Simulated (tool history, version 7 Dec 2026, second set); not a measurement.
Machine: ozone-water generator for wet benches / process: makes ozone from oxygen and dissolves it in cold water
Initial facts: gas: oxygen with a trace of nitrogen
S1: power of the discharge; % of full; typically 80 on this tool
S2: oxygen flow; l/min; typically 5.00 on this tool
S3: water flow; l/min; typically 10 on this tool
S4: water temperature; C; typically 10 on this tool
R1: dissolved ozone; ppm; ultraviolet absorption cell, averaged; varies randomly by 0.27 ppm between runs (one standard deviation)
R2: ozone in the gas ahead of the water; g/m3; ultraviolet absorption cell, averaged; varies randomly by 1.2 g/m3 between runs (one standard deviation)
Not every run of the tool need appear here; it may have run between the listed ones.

run   hour  S1    S2  S3  S4    R1     R2
  1    0.0  80  5.00  10  10  39.4  219.1
  2   52.9  80  5.00  10  10  39.6  218.0
  3   95.0  80  5.00  15  10  28.7  218.4
  4  155.9  80  5.00  15  10  28.6  219.0
  5  193.3  80  5.00  10   7  41.4  217.9
  6  254.2  80  5.00  10  10  39.5  220.6
  7  298.0  80  4.90  10  10  39.3  223.0
  8  351.6  80  4.90  10  10  39.6  219.8
  9  383.4  80  6.21  10  13  35.3  187.2
 10  450.1  80  6.21  10  13  35.0  188.5
 11  515.4  42  5.00  10  10  22.6  126.0
 12  580.7  42  5.00  10  10  22.5  125.8
 13  641.3  42  5.00  10  10  22.7  124.5
 14  710.0  42  5.00  10  10  22.5  126.3
 15  742.7  78  2.55  10   7  44.0  340.3

Each run again, without the hidden state but with its own random variation kept:
Unlogged tool condition in this case: yield of the discharge, % of new electrodes'; contactor's efficiency, % of a clean one's; true water temperature over the reading, C; drift of the gauge itself on ozone_ppm, %; drift of the gauge itself on gas_g_m3, %.
run    R1     R2
  1  41.4  221.3
  2  41.6  220.3
  3  30.6  220.8
  4  30.5  221.6
  5  43.7  220.6
  6  41.7  223.4
  7  41.6  226.0
  8  41.9  222.9
  9  37.3  190.0
 10  37.1  191.4
 11  23.9  127.0
 12  23.7  126.9
 13  23.9  125.7
 14  23.8  127.5
 15  46.9  346.8
